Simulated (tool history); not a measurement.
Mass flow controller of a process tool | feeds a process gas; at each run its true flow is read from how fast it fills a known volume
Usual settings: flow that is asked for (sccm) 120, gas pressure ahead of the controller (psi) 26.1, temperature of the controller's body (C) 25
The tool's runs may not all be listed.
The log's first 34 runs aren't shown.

run,day,flow that is asked for (sccm),gas pressure ahead of the controller (psi),temperature of the controller's body (C),true flow (%)
35,140.542,120,26.8,22,100.01
36,144.792,120,26.8,22,100.09
37,147.75,63,25.1,34,99.93
38,152.088,63,25.1,34,99.78
39,154.533,120,20.3,39,100.55
40,157.938,21,29.6,36,97.64
41,162.671,21,29.6,36,97.33
42,167.412,66,37,23,99.67
43,170.629,66,37,21,99.5
44,174.712,128,22,25,100.07
45,179.546,128,22,25,100.05
46,184.508,128,22,25,100.08
47,187.7,190,26.1,35,100.89

5 ways to go on from here, each from the tool as it stands after run 47. What would each give?
A,193.375,53,28.4,38,?
B,193.375,127,26.1,35,?
C,193.375,127,39,39,?
D,193.375,45,26.1,21,?
E,193.375,120,28.9,25,?

run,true flow (%)
A,99.39
B,100.57
C,100.89
D,98.42
E,100.18
Without the tool's hidden state the same runs would have given:
run,true flow (%)
A,100.17
B,100.24
C,100.55
D,99.55
E,99.89

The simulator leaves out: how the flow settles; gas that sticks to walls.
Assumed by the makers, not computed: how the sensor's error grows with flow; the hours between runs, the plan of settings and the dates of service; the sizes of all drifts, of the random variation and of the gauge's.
